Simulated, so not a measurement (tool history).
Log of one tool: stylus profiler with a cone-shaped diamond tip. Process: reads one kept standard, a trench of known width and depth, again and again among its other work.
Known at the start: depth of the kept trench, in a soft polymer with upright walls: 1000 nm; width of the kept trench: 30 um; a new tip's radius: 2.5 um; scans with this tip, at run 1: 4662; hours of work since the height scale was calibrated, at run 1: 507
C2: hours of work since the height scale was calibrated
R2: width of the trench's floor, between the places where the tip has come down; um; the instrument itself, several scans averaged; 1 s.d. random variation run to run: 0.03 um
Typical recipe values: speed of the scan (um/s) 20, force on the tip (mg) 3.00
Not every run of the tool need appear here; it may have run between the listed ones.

run 1 hour=0.0 | speed_of_the_scan_(um/s)=20 force_on_the_tip_(mg)=3.00 | scans_with_this_tip=4662 C2=507 | depth_of_the_trench_(Å)=10113.3 R2=25.32
run 2 hour=14.0 | speed_of_the_scan_(um/s)=20 force_on_the_tip_(mg)=3.00 | scans_with_this_tip=4746 C2=516 | depth_of_the_trench_(Å)=10109.5 R2=25.35
run 3 hour=26.7 | speed_of_the_scan_(um/s)=20 force_on_the_tip_(mg)=3.00 | scans_with_this_tip=4822 C2=525 | depth_of_the_trench_(Å)=10108.4 R2=25.33
run 4 hour=39.2 | speed_of_the_scan_(um/s)=20 force_on_the_tip_(mg)=3.00 | scans_with_this_tip=4897 C2=533 | depth_of_the_trench_(Å)=10111.7 R2=25.31
run 5 hour=48.8 | speed_of_the_scan_(um/s)=23 force_on_the_tip_(mg)=3.00 | scans_with_this_tip=4954 C2=539 | depth_of_the_trench_(Å)=10110.1 R2=25.33
run 6 hour=58.3 | speed_of_the_scan_(um/s)=20 force_on_the_tip_(mg)=3.78 | scans_with_this_tip=5012 C2=545 | depth_of_the_trench_(Å)=10127.2 R2=25.35
run 7 hour=73.0 | speed_of_the_scan_(um/s)=20 force_on_the_tip_(mg)=3.78 | scans_with_this_tip=5100 C2=555 | depth_of_the_trench_(Å)=10129.6 R2=25.31
run 8 hour=87.9 | speed_of_the_scan_(um/s)=6 force_on_the_tip_(mg)=3.00 | scans_with_this_tip=5189 C2=565 | depth_of_the_trench_(Å)=10104.2 R2=25.38
run 9 hour=96.8 | speed_of_the_scan_(um/s)=6 force_on_the_tip_(mg)=3.00 | scans_with_this_tip=5243 C2=570 | depth_of_the_trench_(Å)=10102.4 R2=25.31
run 10 hour=108.7 | speed_of_the_scan_(um/s)=6 force_on_the_tip_(mg)=3.00 | scans_with_this_tip=5314 C2=578 | depth_of_the_trench_(Å)=10104.5 R2=25.30
run 11 hour=119.5 | speed_of_the_scan_(um/s)=6 force_on_the_tip_(mg)=6.88 | scans_with_this_tip=5378 C2=585 | depth_of_the_trench_(Å)=10209.2 R2=25.33
run 12 hour=136.7 | speed_of_the_scan_(um/s)=6 force_on_the_tip_(mg)=6.88 | scans_with_this_tip=5482 C2=596 | depth_of_the_trench_(Å)=10208.9 R2=25.28
run 13 hour=154.7 | speed_of_the_scan_(um/s)=20 force_on_the_tip_(mg)=3.00 | scans_with_this_tip=5589 C2=608 | depth_of_the_trench_(Å)=10109.1 R2=25.28
run 14 hour=170.0 | speed_of_the_scan_(um/s)=61 force_on_the_tip_(mg)=3.00 | scans_with_this_tip=5681 C2=618 | depth_of_the_trench_(Å)=10104.6 R2=25.20
run 15 hour=189.9 | speed_of_the_scan_(um/s)=31 force_on_the_tip_(mg)=3.00 | scans_with_this_tip=5801 C2=631 | depth_of_the_trench_(Å)=10106.0 R2=25.11
run 16 hour=205.0 | speed_of_the_scan_(um/s)=31 force_on_the_tip_(mg)=3.00 | scans_with_this_tip=5891 C2=641 | depth_of_the_trench_(Å)=10106.3 R2=25.26
run 17 hour=222.1 | speed_of_the_scan_(um/s)=31 force_on_the_tip_(mg)=3.00 | scans_with_this_tip=5994 C2=652 | depth_of_the_trench_(Å)=10100.7 R2=25.23
run 18 hour=235.6 | speed_of_the_scan_(um/s)=20 force_on_the_tip_(mg)=1.07 | scans_with_this_tip=6075 C2=661 | depth_of_the_trench_(Å)=10034.6 R2=25.19
run 19 hour=255.4 | speed_of_the_scan_(um/s)=20 force_on_the_tip_(mg)=3.00 | scans_with_this_tip=6193 C2=674 | depth_of_the_trench_(Å)=10100.9 R2=25.20
run 20 hour=274.1 | speed_of_the_scan_(um/s)=68 force_on_the_tip_(mg)=3.00 | scans_with_this_tip=6305 C2=686 | depth_of_the_trench_(Å)=10102.0 R2=25.08
run 21 hour=291.3 | speed_of_the_scan_(um/s)=68 force_on_the_tip_(mg)=3.00 | scans_with_this_tip=6408 C2=697 | depth_of_the_trench_(Å)=10096.5 R2=25.11
run 22 hour=302.9 | speed_of_the_scan_(um/s)=20 force_on_the_tip_(mg)=8.16 | scans_with_this_tip=6478 C2=705 | depth_of_the_trench_(Å)=10230.1 R2=25.21
run 23 hour=314.2 | speed_of_the_scan_(um/s)=17 force_on_the_tip_(mg)=1.66 | scans_with_this_tip=6546 C2=712 | depth_of_the_trench_(Å)=10055.4 R2=25.12
run 24 hour=325.8 | speed_of_the_scan_(um/s)=17 force_on_the_tip_(mg)=1.66 | scans_with_this_tip=6615 C2=720 | depth_of_the_trench_(Å)=10055.9 R2=25.15
run 25 hour=340.7 | speed_of_the_scan_(um/s)=17 force_on_the_tip_(mg)=1.66 | scans_with_this_tip=6704 C2=729 | depth_of_the_trench_(Å)=10054.4 R2=25.17
run 26 hour=353.0 | speed_of_the_scan_(um/s)=17 force_on_the_tip_(mg)=1.66 | scans_with_this_tip=6778 C2=737 | depth_of_the_trench_(Å)=10054.3 R2=25.09
run 27 hour=371.9 | speed_of_the_scan_(um/s)=17 force_on_the_tip_(mg)=1.66 | scans_with_this_tip=6891 C2=750 | depth_of_the_trench_(Å)=10053.2 R2=25.11
run 28 hour=384.7 | speed_of_the_scan_(um/s)=17 force_on_the_tip_(mg)=1.66 | scans_with_this_tip=6968 C2=758 | depth_of_the_trench_(Å)=10052.6 R2=25.10
run 29 hour=397.5 | speed_of_the_scan_(um/s)=14 force_on_the_tip_(mg)=1.81 | scans_with_this_tip=7045 C2=767 | depth_of_the_trench_(Å)=10060.3 R2=25.07
run 30 hour=410.8 | speed_of_the_scan_(um/s)=14 force_on_the_tip_(mg)=1.81 | scans_with_this_tip=7125 C2=775 | depth_of_the_trench_(Å)=10056.4 R2=25.10
run 31 hour=422.4 | speed_of_the_scan_(um/s)=14 force_on_the_tip_(mg)=1.81 | scans_with_this_tip=7194 C2=783 | depth_of_the_trench_(Å)=10053.4 R2=25.18
run 32 hour=435.5 | speed_of_the_scan_(um/s)=35 force_on_the_tip_(mg)=8.66 | scans_with_this_tip=7272 C2=791 | depth_of_the_trench_(Å)=10237.2 R2=25.11
run 33 hour=445.8 | speed_of_the_scan_(um/s)=35 force_on_the_tip_(mg)=8.66 | scans_with_this_tip=7334 C2=798 | depth_of_the_trench_(Å)=10236.8 R2=25.15
run 34 hour=459.1 | speed_of_the_scan_(um/s)=24 force_on_the_tip_(mg)=3.00 | scans_with_this_tip=7414 C2=807 | depth_of_the_trench_(Å)=10099.0 R2=25.13
run 35 hour=475.5 | speed_of_the_scan_(um/s)=9 force_on_the_tip_(mg)=3.00 | scans_with_this_tip=7513 C2=817 | depth_of_the_trench_(Å)=10097.2 R2=25.12
run 36 hour=493.0 | speed_of_the_scan_(um/s)=5 force_on_the_tip_(mg)=5.56 | scans_with_this_tip=7618 C2=829 | depth_of_the_trench_(Å)=10159.6 R2=25.14
run 37 hour=508.2 | speed_of_the_scan_(um/s)=42 force_on_the_tip_(mg)=6.89 | scans_with_this_tip=7709 C2=839 | depth_of_the_trench_(Å)=10196.6 R2=25.03
run 38 hour=519.2 | speed_of_the_scan_(um/s)=42 force_on_the_tip_(mg)=6.89 | scans_with_this_tip=7774 C2=846 | depth_of_the_trench_(Å)=10192.9 R2=25.01
run 39 hour=531.5 | speed_of_the_scan_(um/s)=6 force_on_the_tip_(mg)=6.89 | scans_with_this_tip=7848 C2=854 | depth_of_the_trench_(Å)=10197.2 R2=25.06

Each row is a separate what-if for the run after 39, all from the same tool condition, not one after another. Results?
run A hour=545.6 | speed_of_the_scan_(um/s)=54 force_on_the_tip_(mg)=2.41 | scans_with_this_tip=7932 C2=863 | depth_of_the_trench_(Å)=? R2=?
run B hour=545.6 | speed_of_the_scan_(um/s)=17 force_on_the_tip_(mg)=1.74 | scans_with_this_tip=7932 C2=863 | depth_of_the_trench_(Å)=? R2=?
run C hour=545.6 | speed_of_the_scan_(um/s)=73 force_on_the_tip_(mg)=2.92 | scans_with_this_tip=7932 C2=863 | depth_of_the_trench_(Å)=? R2=?
run D hour=545.6 | speed_of_the_scan_(um/s)=29 force_on_the_tip_(mg)=4.56 | scans_with_this_tip=7932 C2=863 | depth_of_the_trench_(Å)=? R2=?

run=A depth_of_the_trench_(Å)=10076.8 R2=24.92
run=B depth_of_the_trench_(Å)=10052.7 R2=25.06
run=C depth_of_the_trench_(Å)=10089.7 R2=24.95
run=D depth_of_the_trench_(Å)=10132.7 R2=24.99
With the hidden condition removed and each run's random variation left untouched, the same runs would have given:
run=A depth_of_the_trench_(Å)=10121.3 R2=25.85
run=B depth_of_the_trench_(Å)=10097.1 R2=25.99
run=C depth_of_the_trench_(Å)=10134.3 R2=25.87
run=D depth_of_the_trench_(Å)=10177.4 R2=25.92
